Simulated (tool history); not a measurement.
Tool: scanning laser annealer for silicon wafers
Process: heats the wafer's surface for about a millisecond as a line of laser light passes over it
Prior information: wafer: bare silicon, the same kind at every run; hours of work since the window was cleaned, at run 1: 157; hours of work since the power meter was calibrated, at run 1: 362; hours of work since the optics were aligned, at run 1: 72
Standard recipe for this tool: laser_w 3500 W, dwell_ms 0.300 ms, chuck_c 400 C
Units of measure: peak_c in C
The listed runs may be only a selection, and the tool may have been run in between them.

run,day,laser_w,dwell_ms,chuck_c,hours of work since the window was cleaned,hours of work since the power meter was calibrated,hours of work since the optics were aligned,peak_c
1,0.000,3500,0.300,400,157,362,72,1161
2,0.792,3584,0.300,400,170,375,85,1178
3,1.350,3500,0.276,400,179,384,95,1122
4,1.788,3500,0.331,400,186,391,102,1199
5,2.292,3500,0.329,400,195,399,110,1197
6,3.333,3500,0.329,400,212,416,127,1196
# day 3.496: window over the wafer cleaned
7,4.304,3500,0.300,375,13,431,142,1125
8,5.254,3500,0.300,375,29,447,158,1118
9,5.729,3500,0.300,438,37,455,165,1185
10,6.304,3500,0.300,438,46,464,175,1180
11,7.000,3500,0.300,438,58,475,186,1181
12,7.521,3500,0.300,438,66,484,195,1181
# day 8.117: window over the wafer cleaned, once more
13,8.346,3738,0.334,438,4,496,207,1314
14,9.212,3530,0.300,400,18,510,221,1171
15,10.079,3530,0.300,400,32,525,236,1169
16,10.804,2997,0.300,400,44,537,248,1036
17,11.250,2997,0.300,400,52,544,255,1036
18,11.904,3441,0.318,382,62,555,266,1149
19,12.600,3624,0.218,400,74,566,277,1057

Alternative continuations, all from the tool just after run 19; predict every row:
A,13.633,3400,0.302,412,91,583,294,?
B,13.633,3004,0.300,400,91,583,294,?
C,13.633,3541,0.286,413,91,583,294,?
D,13.633,3624,0.335,371,91,583,294,?

run,peak_c
A,1143
B,1039
C,1161
D,1212
What these runs would have given with no unlogged condition in the tool:
run,peak_c
A,1156
B,1050
C,1173
D,1227
